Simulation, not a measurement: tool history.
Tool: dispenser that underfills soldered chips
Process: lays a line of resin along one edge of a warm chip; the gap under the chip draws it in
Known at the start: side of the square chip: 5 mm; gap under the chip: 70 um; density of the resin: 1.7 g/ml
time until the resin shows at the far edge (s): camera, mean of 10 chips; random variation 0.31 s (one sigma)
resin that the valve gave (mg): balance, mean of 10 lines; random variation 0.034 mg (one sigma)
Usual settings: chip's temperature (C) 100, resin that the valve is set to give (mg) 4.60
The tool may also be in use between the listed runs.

run	hour	chip's temperature (C)	resin that the valve is set to give (mg)	time until the resin shows at the far edge (s)	resin that the valve gave (mg)
1	0.0	100	4.60	8.3	4.51
2	5.4	100	4.60	12.5	4.41
# hour 9.5: new syringe of resin
3	14.1	100	3.91	10.7	3.77
4	20.4	100	5.93	14.6	5.69
# hour 21.9: new syringe of resin
5	26.0	100	4.60	9.2	4.45
# hour 32.3: dispensing valve cleaned and set on the balance
6	33.5	100	4.34	14.6	4.35
# hour 35.7: new syringe of resin
7	39.8	100	4.34	8.7	4.28
8	44.2	100	4.60	12.4	4.52
# hour 48.2: new syringe of resin
9	48.5	100	4.60	7.3	4.55
10	53.5	100	4.60	9.8	4.58
11	57.0	100	4.60	13.4	4.50
# hour 60.8: new syringe of resin
12	65.7	100	4.98	10.1	4.91
13	71.7	100	4.60	15.3	4.47
# hour 73.2: new syringe of resin
14	77.6	100	5.82	9.0	5.66
15	82.8	100	5.82	13.4	5.70
# hour 85.4: new syringe of resin
16	88.7	100	5.82	9.0	5.66
17	93.2	100	5.82	11.6	5.59
# hour 97.8: new syringe of resin
18	99.2	100	5.82	7.4	5.62
19	106.0	99	4.91	12.0	4.76
# hour 110.3: dispensing valve cleaned and set on the balance
# hour 111.1: new syringe of resin
20	114.2	99	4.91	9.1	4.92
21	122.2	99	4.91	15.3	4.83
# hour 123.5: new syringe of resin
22	129.0	99	4.98	10.6	4.93
# hour 136.2: new syringe of resin
23	136.9	109	4.15	6.3	4.12
24	145.5	92	4.64	15.8	4.57
# hour 148.8: new syringe of resin
25	152.1	91	4.03	10.9	3.93
26	155.8	108	4.82	8.7	4.62
# hour 161.3: new syringe of resin
27	162.8	93	4.05	9.9	3.95
28	169.6	108	4.78	10.0	4.62
# hour 173.5: new syringe of resin
29	177.2	108	4.78	7.3	4.62
30	185.0	108	4.78	12.2	4.59
# hour 185.8: new syringe of resin
# hour 188.2: dispensing valve cleaned and set on the balance
31	190.2	99	4.35	9.4	4.36
32	197.1	114	4.29	10.2	4.24
# hour 199.5: new syringe of resin
33	203.9	106	4.60	7.8	4.62
# hour 211.9: new syringe of resin
34	212.9	96	4.60	8.2	4.50
35	220.9	111	3.96	10.2	3.86
# hour 224.2: new syringe of resin
36	224.8	111	3.96	5.8	3.87

3 ways to go on from here, each from the tool as it stands after run 36. What would each give?
A	230.4	100	4.08	?	?
B	230.4	110	5.88	?	?
C	230.4	97	3.96	?	?

run	time until the resin shows at the far edge (s)	resin that the valve gave (mg)
A	10.9	3.96
B	8.3	5.72
C	12.0	3.81
Without the tool's hidden state the same runs would have given:
run	time until the resin shows at the far edge (s)	resin that the valve gave (mg)
A	7.2	4.07
B	5.6	5.87
C	7.9	3.91
